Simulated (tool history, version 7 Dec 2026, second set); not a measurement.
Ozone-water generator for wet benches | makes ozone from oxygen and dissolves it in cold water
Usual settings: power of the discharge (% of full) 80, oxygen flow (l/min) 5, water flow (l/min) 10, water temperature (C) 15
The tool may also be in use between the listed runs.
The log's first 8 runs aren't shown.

run     day  power of the discharge (% of full)  oxygen flow (l/min)  water flow (l/min)  water temperature (C)  dissolved ozone (ppm)  ozone in the gas ahead of the water (g/m3)
  9  17.771                                  80                    5                  10                      9                   20.3                                         171
 10  19.771                                  80                    5                  10                     15                   18.3                                       172.6
 11  22.271                                  80                    5                  10                     15                   18.3                                       171.6
 12  24.638                                  80                    5                  10                     15                   18.4                                         172
 13  26.821                                  80                 2.66                  10                     15                   16.6                                       209.6
 14  29.738                                  80                    5                  10                     21                   16.5                                       171.4
 15    31.9                                  80                    5                  10                     21                   16.3                                       169.8
 16    34.6                                  80                    5                  10                     21                     16                                       170.3
 17  37.071                                  80                    5                  14                     19                   12.6                                       170.2
 18  39.271                                  73                 6.27                  11                     18                     15                                       148.1
 19  41.562                                  65                    5                  10                     15                   15.9                                       148.6
 20    44.6                                  62                  8.3                   8                     15                   18.3                                       120.4
 21  46.617                                  80                 3.62                   7                     11                   25.9                                       191.1
     46.871  -- water thermometer calibrated
 22  48.967                                  62                 3.43                  10                     15                   14.7                                       164.6
 23  51.071                                  62                 3.43                  10                     15                   14.5                                       163.1
 24  53.633                                  62                 3.43                  10                     15                   14.6                                       161.4
 25  55.692                                  46                    5                  10                     15                   12.6                                         118
 26  58.404                                  46                    5                   6                     15                   18.7                                       118.3
 27  61.275                                  49                    5                   9                     15                   14.2                                       123.7
 28  62.633                                  49                 7.73                  16                     15                    8.6                                       106.3
 29  64.279                                  49                 4.93                  16                     11                    8.7                                       122.7
 30  66.675                                  49                 4.93                  16                     11                    8.8                                       122.2
 31  69.996                                  61                 5.15                   8                     14                   18.1                                       139.1
 32  72.204                                  43                 5.15                   8                     21                   12.6                                       110.3

5 ways to go on from here, each from the tool as it stands after run 32. What would each give?
  A  73.8                                  84                 5.15                  14                     22                      ?                                           ?
  B  73.8                                  80                 4.89                  12                      9                      ?                                           ?
  C  73.8                                  80                 3.56                  10                      8                      ?                                           ?
  D  73.8                                  80                    5                   9                     12                      ?                                           ?
  E  73.8                                  60                 5.15                   8                     21                      ?                                           ?

run  dissolved ozone (ppm)  ozone in the gas ahead of the water (g/m3)
  A                   11.9                                       170.2
  B                   16.7                                       167.5
  C                     19                                       188.5
  D                   20.6                                       166.2
  E                   15.6                                       138.6
Without the tool's hidden state the same runs would have given:
run  dissolved ozone (ppm)  ozone in the gas ahead of the water (g/m3)
  A                   13.8                                       181.3
  B                   19.2                                       178.1
  C                   21.8                                       200.4
  D                   23.7                                       176.7
  E                   17.6                                       145.7
